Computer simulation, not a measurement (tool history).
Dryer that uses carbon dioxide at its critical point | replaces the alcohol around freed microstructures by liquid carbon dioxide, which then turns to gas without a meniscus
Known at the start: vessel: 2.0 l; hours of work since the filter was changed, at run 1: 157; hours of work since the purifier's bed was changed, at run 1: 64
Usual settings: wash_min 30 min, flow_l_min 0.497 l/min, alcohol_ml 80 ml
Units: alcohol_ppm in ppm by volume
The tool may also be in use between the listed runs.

run	hour	wash_min	flow_l_min	alcohol_ml	hours of work since the filter was changed	hours of work since the purifier's bed was changed	alcohol_ppm
1	0	30	0.497	80	157	64	222
2	16.1	30	0.497	27	166	73	78
3	32.7	19	0.497	80	175	83	1500
4	42.7	30	0.497	80	181	88	236
5	54.7	30	0.497	80	188	95	233
6	64.2	30	0.462	80	193	100	346
7	78.8	30	0.462	80	202	109	356
8	88	30	0.462	80	207	114	343
9	102.5	30	0.462	80	215	122	357
10	110.5	30	0.463	80	220	127	357
11	125.1	30	0.463	35	228	135	176
12	135.3	30	0.463	35	234	141	168
13	146.5	25	0.404	106	240	147	1780
14	154.2	25	0.404	106	244	152	1784
15	162.5	25	0.404	106	249	156	1822
16	170.5	40	0.609	70	254	161	25
17	181.7	26	0.649	28	260	167	69
18	191.4	20	0.511	80	266	173	1350
19	207.3	39	0.695	31	275	182	17
20	218.2	39	0.695	31	281	188	13
21	234.9	39	0.842	38	290	198	18
22	248.6	27	0.497	80	298	205	520
23	256.5	27	0.497	80	303	210	519
24	267	22	0.421	79	309	216	1981

Forecast each of these 5 alternatives for the next run:
# hour 281: inlet filter changed
A	284.8	30	0.53	22	2	225	?
# hour 281: inlet filter changed
B	284.8	29	0.497	80	2	225	?
# hour 281: inlet filter changed
C	284.8	22	0.421	20	2	225	?
# hour 281: inlet filter changed
D	284.8	38	0.497	80	2	225	?
# hour 281: inlet filter changed
E	284.8	38	0.413	25	2	225	?

run	alcohol_ppm
A	41
B	184
C	313
D	50
E	44
Without the tool's hidden state the same runs would have given:
run	alcohol_ppm
A	32
B	173
C	301
D	40
E	35

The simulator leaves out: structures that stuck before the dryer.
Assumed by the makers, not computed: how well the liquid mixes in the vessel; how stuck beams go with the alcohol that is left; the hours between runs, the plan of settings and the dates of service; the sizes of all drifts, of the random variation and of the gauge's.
